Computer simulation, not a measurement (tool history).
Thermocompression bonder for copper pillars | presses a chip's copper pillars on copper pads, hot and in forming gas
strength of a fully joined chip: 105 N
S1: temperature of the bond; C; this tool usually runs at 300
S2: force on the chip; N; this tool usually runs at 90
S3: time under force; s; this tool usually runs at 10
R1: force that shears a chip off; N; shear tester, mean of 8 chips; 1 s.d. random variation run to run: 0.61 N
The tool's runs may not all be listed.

run 1 hour=0.0 | S1=300 S2=90 S3=10 | R1=38.2
run 2 hour=47.4 | S1=300 S2=90 S3=10 | R1=37.0
run 3 hour=73.4 | S1=300 S2=90 S3=18 | R1=46.3
run 4 hour=117.5 | S1=300 S2=90 S3=18 | R1=47.4
run 5 hour=170.0 | S1=300 S2=90 S3=18 | R1=47.3
run 6 hour=227.2 | S1=300 S2=90 S3=27 | R1=53.7
run 7 hour=263.3 | S1=300 S2=90 S3=27 | R1=53.9
run 8 hour=311.3 | S1=300 S2=90 S3=10 | R1=37.0
run 9 hour=351.7 | S1=300 S2=90 S3=11 | R1=38.6
run 10 hour=401.4 | S1=300 S2=90 S3=11 | R1=39.2
run 11 hour=432.5 | S1=300 S2=93 S3=11 | R1=39.5
run 12 hour=489.3 | S1=300 S2=99 S3=11 | R1=41.4
run 13 hour=537.2 | S1=300 S2=99 S3=11 | R1=41.0
run 14 hour=593.3 | S1=300 S2=90 S3=10 | R1=37.8
run 15 hour=619.9 | S1=300 S2=90 S3=10 | R1=36.3
run 16 hour=667.3 | S1=300 S2=113 S3=10 | R1=44.6
run 17 hour=714.1 | S1=300 S2=113 S3=10 | R1=43.1
run 18 hour=740.0 | S1=300 S2=113 S3=10 | R1=43.7
run 19 hour=767.1 | S1=300 S2=90 S3=10 | R1=37.3
-- hour=774.8 forming gas filter changed
run 20 hour=798.3 | S1=275 S2=90 S3=10 | R1=25.8
run 21 hour=831.1 | S1=275 S2=90 S3=10 | R1=25.9
run 22 hour=872.3 | S1=275 S2=90 S3=10 | R1=25.3
run 23 hour=916.6 | S1=303 S2=86 S3=8 | R1=34.4
run 24 hour=944.2 | S1=300 S2=65 S3=10 | R1=29.9
run 25 hour=968.6 | S1=326 S2=101 S3=28 | R1=74.6
run 26 hour=1019.2 | S1=326 S2=101 S3=28 | R1=75.5
run 27 hour=1066.7 | S1=296 S2=68 S3=12 | R1=31.3
run 28 hour=1122.2 | S1=307 S2=98 S3=29 | R1=63.1
run 29 hour=1167.1 | S1=291 S2=63 S3=8 | R1=22.2
run 30 hour=1213.3 | S1=322 S2=90 S3=10 | R1=48.3
run 31 hour=1239.5 | S1=322 S2=90 S3=10 | R1=48.9
run 32 hour=1287.7 | S1=294 S2=74 S3=10 | R1=30.3
run 33 hour=1316.5 | S1=303 S2=112 S3=6 | R1=36.5
run 34 hour=1345.4 | S1=300 S2=78 S3=10 | R1=33.6
run 35 hour=1380.7 | S1=315 S2=103 S3=17 | R1=59.9
run 36 hour=1411.1 | S1=315 S2=103 S3=17 | R1=59.8
run 37 hour=1466.7 | S1=315 S2=103 S3=17 | R1=59.5
run 38 hour=1513.3 | S1=292 S2=75 S3=25 | R1=41.9
run 39 hour=1544.0 | S1=304 S2=78 S3=29 | R1=52.2
run 40 hour=1597.9 | S1=304 S2=78 S3=29 | R1=53.5

Forecast each of these 3 alternatives for the next run:
run A hour=1655.3 | S1=287 S2=90 S3=10 | R1=?
run B hour=1655.3 | S1=307 S2=77 S3=12 | R1=?
run C hour=1655.3 | S1=304 S2=72 S3=9 | R1=?

run=A R1=29.9
run=B R1=40.5
run=C R1=31.8
Without the tool's unlogged condition, the same runs would have read:
run=A R1=30.0
run=B R1=40.7
run=C R1=31.9
